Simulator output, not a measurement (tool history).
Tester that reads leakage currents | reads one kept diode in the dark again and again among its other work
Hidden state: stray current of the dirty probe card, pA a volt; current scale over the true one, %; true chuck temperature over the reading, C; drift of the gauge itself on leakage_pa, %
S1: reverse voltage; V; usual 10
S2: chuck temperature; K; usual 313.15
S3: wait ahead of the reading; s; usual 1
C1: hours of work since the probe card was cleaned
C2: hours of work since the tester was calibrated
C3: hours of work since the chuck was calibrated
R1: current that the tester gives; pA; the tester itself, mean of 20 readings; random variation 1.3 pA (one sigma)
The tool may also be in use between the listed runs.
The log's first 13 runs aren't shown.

Run 14, hour 1277.7: usual settings but S2 327.15 K, S3 2.32 s; C1 264; C2 3827; C3 832. Result: R1 1121.91 pA.
Run 15, hour 1396.9: usual settings but S2 327.15 K, S3 2.32 s; C1 358; C2 3920; C3 926. Result: R1 1125.22 pA.
Run 16, hour 1546.8: usual settings but S2 327.15 K, S3 2.32 s; C1 476; C2 4038; C3 1043. Result: R1 1139.56 pA.
Run 17, hour 1652.3: usual settings but S2 327.15 K, S3 2.32 s; C1 558; C2 4121; C3 1126. Result: R1 1143.97 pA.
Run 18, hour 1800.4: usual settings but S2 327.15 K, S3 2.32 s; C1 675; C2 4237; C3 1243. Result: R1 1154.22 pA.
Run 19, hour 1931.1: usual settings but S2 307.15 K, S3 1.45 s; C1 778; C2 4340; C3 1345. Result: R1 319.05 pA.
Run 20, hour 2020.5: usual settings but S1 1.7 V, S2 321.15 K, S3 3.52 s; C1 848; C2 4410; C3 1416. Result: R1 464.07 pA.
Run 21, hour 2102.1: usual settings but S2 319.15 K, S3 4.76 s; C1 912; C2 4474; C3 1480. Result: R1 710.8 pA.
Run 22, hour 2243.5: usual settings but S2 319.15 K, S3 4.76 s; C1 1023; C2 4586; C3 1591. Result: R1 717.21 pA.
Run 23, hour 2379.5: usual settings but S1 10.6 V, S2 319.15 K, S3 7.68 s; C1 1130; C2 4692; C3 1698. Result: R1 737.2 pA.
Run 24, hour 2505.6: usual settings but S1 10.6 V, S2 312.15 K, S3 9.9 s; C1 1229; C2 4791; C3 1797. Result: R1 472.61 pA.
Run 25, hour 2615: usual settings but S2 306.15 K, S3 1.54 s; C1 1315; C2 4877; C3 1883. Result: R1 312.44 pA.
At hour 2704.1: chuck's temperature calibrated.
Run 26, hour 2750.1: usual settings but S1 1 V; C1 1420; C2 4982; C3 36. Result: R1 211.31 pA.
At hour 2765.6: tester calibrated.
Run 27, hour 2838.3: usual settings but S1 5 V, S2 328.15 K, S3 0.46 s; C1 1487; C2 57; C3 104. Result: R1 928.84 pA.
Run 28, hour 2904.6: usual settings but S1 10.7 V, S2 308.15 K, S3 0.55 s; C1 1539; C2 109; C3 156. Result: R1 329.68 pA.
Run 29, hour 3026.3: usual settings but S1 3.7 V, S3 0.32 s; C1 1635; C2 205; C3 252. Result: R1 330.73 pA.
Run 30, hour 3151.5: usual settings but S1 9.5 V, S2 311.15 K, S3 9.19 s; C1 1733; C2 303; C3 350. Result: R1 389.78 pA.
Run 31, hour 3251.9: usual settings but S1 3 V, S2 311.15 K, S3 4.13 s; C1 1812; C2 382; C3 429. Result: R1 270.08 pA.
Run 32, hour 3398.5: usual settings but S1 3 V, S2 311.15 K, S3 4.13 s; C1 1927; C2 497; C3 544. Result: R1 272.66 pA.
Run 33, hour 3510.1: usual settings but S1 1.3 V, S2 311.15 K, S3 8.53 s; C1 2015; C2 585; C3 632. Result: R1 212.08 pA.

Forecast each of these 5 alternatives for the next run:
Run A, hour 3621: usual settings but S1 10.4 V, S2 311.15 K, S3 8.53 s; C1 2102; C2 672; C3 719. Result: R1 ?.
Run B, hour 3621: usual settings but S3 2.47 s; C1 2102; C2 672; C3 719. Result: R1 ?.
Run C, hour 3621: usual settings but S1 14.6 V; C1 2102; C2 672; C3 719. Result: R1 ?.
Run D, hour 3621: usual settings but S1 1.8 V, S2 326.15 K, S3 0.34 s; C1 2102; C2 672; C3 719. Result: R1 ?.
Run E, hour 3621: usual settings but S2 294.15 K; C1 2102; C2 672; C3 719. Result: R1 ?.

run      R1
  A  413.87
  B  466.99
  C     530
  D  620.86
  E  132.23
Without the tool's hidden state the same runs would have given:
run      R1
  A  381.56
  B  433.12
  C  487.38
  D  593.36
  E   112.5

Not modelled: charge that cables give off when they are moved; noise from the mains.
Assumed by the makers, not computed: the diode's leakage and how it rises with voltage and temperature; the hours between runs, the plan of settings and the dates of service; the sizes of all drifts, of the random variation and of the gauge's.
